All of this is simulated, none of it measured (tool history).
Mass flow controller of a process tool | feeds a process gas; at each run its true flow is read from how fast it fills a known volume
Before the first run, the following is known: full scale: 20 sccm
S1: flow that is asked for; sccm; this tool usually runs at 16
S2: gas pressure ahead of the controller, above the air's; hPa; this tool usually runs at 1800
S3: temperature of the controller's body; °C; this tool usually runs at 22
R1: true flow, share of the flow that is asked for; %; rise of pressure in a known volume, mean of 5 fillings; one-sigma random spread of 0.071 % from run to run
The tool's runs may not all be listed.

run	hour	S1	S2	S3	R1
1	0.0	16	1800	22	101.84
2	422.9	16	1800	23	101.97
3	803.8	16	2360	22	101.97
4	1271.6	16	2360	22	102.36
5	1532.3	16	2360	22	102.50
6	1733.1	16	2360	22	102.56
7	2148.3	16	2360	22	102.73
8	2413.3	16	2360	22	102.79
9	2631.0	16	2360	22	102.94
10	3103.8	16	2360	22	104.28
11	3397.7	16	2360	22	104.48
12	3652.8	16	2360	22	104.69
13	3926.2	16	2360	22	104.69
14	4303.7	16	1800	22	105.01
15	4647.7	16	1800	22	101.89
16	4931.8	16	1800	22	102.06
17	5141.9	16	1800	22	102.19
18	5402.7	16	1800	22	102.30
19	5646.9	16	1800	22	102.50
20	5844.6	4	1800	22	102.63
21	6305.4	4	1800	22	99.74
22	6749.2	7	1820	40	98.13
23	7104.9	3	1580	36	99.50
24	7360.9	3	2530	32	100.07
25	7692.0	5	1840	34	99.61
26	7892.5	4	1620	35	100.37
27	8210.4	12	1560	23	101.00
28	8498.0	8	2400	23	101.10
29	8831.8	16	1800	23	101.30
30	9030.5	4	2650	23	102.68
31	9383.3	4	1870	35	101.97
32	9774.4	5	1870	31	102.29
33	10050.5	2	1800	22	108.61
34	10282.9	16	1670	22	102.19
35	10605.4	9	2640	40	100.45
36	10901.6	8	2510	30	101.98
37	11247.9	16	1800	39	100.57
38	11470.4	16	1800	25	102.36
39	11818.0	15	1800	35	101.26
40	12118.0	18	1800	21	103.01
41	12514.1	7	1590	37	99.24
42	12915.1	7	2430	21	101.06

Removed from this log: 4 entries logged between the listed runs. Between which two listed runs does each belong, and how does the tool's hidden state at the listed run before it compare with that at the listed run after it?
Runs 9 to 10: controller's zero set anew (hour 2983.7)
  flow at rest that the sensor doesn't see, % of full scale: 1.3 -> 2.354; true flow over the shown one, %: 1.35 -> 1.45
  measured minus no-state result, R1: +2.98 -> +4.39 %
Runs 14 to 15: controller's zero set anew, once more (hour 4429.9)
  flow at rest that the sensor doesn't see, % of full scale: 2.601 -> 0.056; true flow over the shown one, %: 1.7 -> 1.77
  measured minus no-state result, R1: +4.95 -> +1.83 %
Runs 20 to 21: controller exchanged for a calibrated one (hour 5917.4)
  flow at rest that the sensor doesn't see, % of full scale: 0.311 -> 0.097; true flow over the shown one, %: 2.01 -> 0.05
  measured minus no-state result, R1: +3.57 -> +0.53 %
Runs 40 to 41: controller's zero set anew (hour 12441.9)
  flow at rest that the sensor doesn't see, % of full scale: 1.277 -> 0.031; true flow over the shown one, %: 1.24 -> 1.33
  measured minus no-state result, R1: +2.66 -> +1.42 %

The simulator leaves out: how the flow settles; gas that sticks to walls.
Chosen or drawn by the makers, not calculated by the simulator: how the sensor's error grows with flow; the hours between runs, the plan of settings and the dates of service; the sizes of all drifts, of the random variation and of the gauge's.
